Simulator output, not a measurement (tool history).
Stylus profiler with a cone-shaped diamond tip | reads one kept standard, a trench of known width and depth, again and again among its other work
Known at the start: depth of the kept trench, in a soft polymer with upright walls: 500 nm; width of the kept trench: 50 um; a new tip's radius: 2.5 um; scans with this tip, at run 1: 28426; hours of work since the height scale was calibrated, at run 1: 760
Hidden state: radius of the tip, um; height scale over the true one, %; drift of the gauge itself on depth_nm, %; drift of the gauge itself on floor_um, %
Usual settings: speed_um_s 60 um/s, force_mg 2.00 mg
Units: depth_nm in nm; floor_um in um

| run | hour | speed_um_s | force_mg | scans with this tip | hours of work since the height scale was calibrated | depth_nm | floor_um |
|---|---|---|---|---|---|---|---|
| 1 | 0.0 | 60 | 2.00 | 28426 | 760 | 503.86 | 46.81 |
| 2 | 57.4 | 60 | 2.19 | 28853 | 797 | 503.52 | 46.79 |
| 3 | 156.2 | 76 | 2.00 | 29587 | 862 | 503.93 | 46.74 |
| 4 | 230.4 | 76 | 2.00 | 30139 | 910 | 503.55 | 46.75 |
| 5 | 282.8 | 76 | 2.00 | 30528 | 944 | 503.66 | 46.72 |
| 6 | 360.8 | 76 | 2.00 | 31107 | 995 | 503.53 | 46.80 |
| 7 | 448.8 | 76 | 2.00 | 31761 | 1053 | 503.46 | 46.74 |
| 8 | 509.5 | 76 | 0.73 | 32212 | 1092 | 501.62 | 46.56 |
| 9 | 578.2 | 60 | 5.56 | 32723 | 1137 | 506.79 | 46.90 |
| 10 | 643.6 | 45 | 3.65 | 33208 | 1180 | 505.39 | 46.85 |
| 11 | 715.0 | 140 | 2.35 | 33739 | 1226 | 504.05 | 46.58 |
| 12 | 794.3 | 140 | 2.35 | 34328 | 1278 | 503.93 | 46.53 |

Forecast each of these 4 alternatives for the next run:
| A | 837.4 | 85 | 2.00 | 34648 | 1306 | ? | ? |
| B | 837.4 | 60 | 5.08 | 34648 | 1306 | ? | ? |
| C | 837.4 | 61 | 1.17 | 34648 | 1306 | ? | ? |
| D | 837.4 | 190 | 0.78 | 34648 | 1306 | ? | ? |

| run | depth_nm | floor_um |
|---|---|---|
| A | 503.61 | 46.74 |
| B | 506.88 | 46.86 |
| C | 502.44 | 46.73 |
| D | 501.86 | 46.06 |
Without the tool's hidden state the same runs would have given:
| run | depth_nm | floor_um |
|---|---|---|
| A | 503.56 | 46.76 |
| B | 506.83 | 46.89 |
| C | 502.39 | 46.76 |
| D | 501.82 | 46.09 |
